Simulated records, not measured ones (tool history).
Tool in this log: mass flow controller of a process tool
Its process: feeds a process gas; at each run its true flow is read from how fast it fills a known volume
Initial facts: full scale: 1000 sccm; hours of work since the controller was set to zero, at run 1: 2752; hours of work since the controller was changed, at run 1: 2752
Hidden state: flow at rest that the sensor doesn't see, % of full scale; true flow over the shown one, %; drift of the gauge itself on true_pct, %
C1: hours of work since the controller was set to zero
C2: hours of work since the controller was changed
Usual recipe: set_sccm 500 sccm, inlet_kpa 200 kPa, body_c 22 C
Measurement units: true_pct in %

Run 1, day 0.000: usual settings; C1 2752; C2 2752. Result: true_pct 99.02 %.
Run 2, day 3.158: usual settings; C1 2788; C2 2788. Result: true_pct 99.13 %.
Run 3, day 8.062: usual settings; C1 2843; C2 2843. Result: true_pct 99.06 %.
Run 4, day 14.875: usual settings but inlet_kpa 256 kPa; C1 2920; C2 2920. Result: true_pct 98.66 %.
Run 5, day 22.679: usual settings but inlet_kpa 256 kPa; C1 3009; C2 3009. Result: true_pct 98.69 %.
Run 6, day 29.896: usual settings but inlet_kpa 256 kPa; C1 3090; C2 3090. Result: true_pct 98.68 %.
Run 7, day 33.183: usual settings but set_sccm 812 sccm; C1 3128; C2 3128. Result: true_pct 99.93 %.
Run 8, day 37.958: usual settings but set_sccm 812 sccm; C1 3182; C2 3182. Result: true_pct 99.82 %.
Run 9, day 42.004: usual settings; C1 3228; C2 3228. Result: true_pct 98.98 %.
Run 10, day 47.112: usual settings; C1 3285; C2 3285. Result: true_pct 99.00 %.
Run 11, day 53.879: usual settings; C1 3362; C2 3362. Result: true_pct 98.95 %.
Run 12, day 57.992: usual settings; C1 3408; C2 3408. Result: true_pct 99.03 %.
Run 13, day 61.542: usual settings; C1 3449; C2 3449. Result: true_pct 99.12 %.
Run 14, day 65.075: usual settings; C1 3489; C2 3489. Result: true_pct 98.99 %.
Run 15, day 70.638: usual settings but set_sccm 771 sccm, body_c 28 C; C1 3552; C2 3552. Result: true_pct 99.09 %.
Run 16, day 76.029: usual settings but body_c 21 C; C1 3613; C2 3613. Result: true_pct 99.11 %.
Run 17, day 81.733: usual settings but set_sccm 294 sccm, body_c 23 C; C1 3677; C2 3677. Result: true_pct 98.43 %.
Run 18, day 85.762: usual settings but set_sccm 294 sccm, body_c 23 C; C1 3723; C2 3723. Result: true_pct 98.37 %.
Run 19, day 90.554: usual settings but set_sccm 294 sccm, body_c 23 C; C1 3777; C2 3777. Result: true_pct 98.37 %.
Run 20, day 93.988: usual settings but set_sccm 294 sccm, body_c 23 C; C1 3816; C2 3816. Result: true_pct 98.41 %.
Run 21, day 99.771: usual settings but set_sccm 362 sccm, inlet_kpa 216 kPa; C1 3881; C2 3881. Result: true_pct 98.50 %.
Run 22, day 104.725: usual settings but body_c 34 C; C1 3937; C2 3937. Result: true_pct 97.64 %.
Run 23, day 109.621: usual settings but body_c 29 C; C1 3993; C2 3993. Result: true_pct 98.21 %.
Run 24, day 116.588: usual settings but set_sccm 237 sccm, inlet_kpa 264 kPa; C1 4072; C2 4072. Result: true_pct 97.98 %.
Run 25, day 122.971: usual settings but set_sccm 237 sccm, inlet_kpa 264 kPa; C1 4144; C2 4144. Result: true_pct 97.85 %.
Run 26, day 128.483: usual settings but set_sccm 149 sccm, inlet_kpa 193 kPa; C1 4206; C2 4206. Result: true_pct 98.13 %.
Run 27, day 133.683: usual settings but set_sccm 108 sccm, inlet_kpa 233 kPa, body_c 35 C; C1 4265; C2 4265. Result: true_pct 96.30 %.

Consider 3 possible next runs. They are alternatives, not a sequence: every one starts from the tool as it was left by run 27. What does each give?
Run A, day 138.042: usual settings but set_sccm 108 sccm, inlet_kpa 278 kPa, body_c 29 C; C1 4314; C2 4314. Result: true_pct ?.
Run B, day 138.042: usual settings but set_sccm 931 sccm, inlet_kpa 233 kPa, body_c 25 C; C1 4314; C2 4314. Result: true_pct ?.
Run C, day 138.042: usual settings but set_sccm 303 sccm, inlet_kpa 189 kPa; C1 4314; C2 4314. Result: true_pct ?.

run  true_pct
  A     96.57
  B     99.53
  C     98.62
What these runs would have given with no unlogged condition in the tool:
run  true_pct
  A     96.60
  B     99.50
  C     98.60
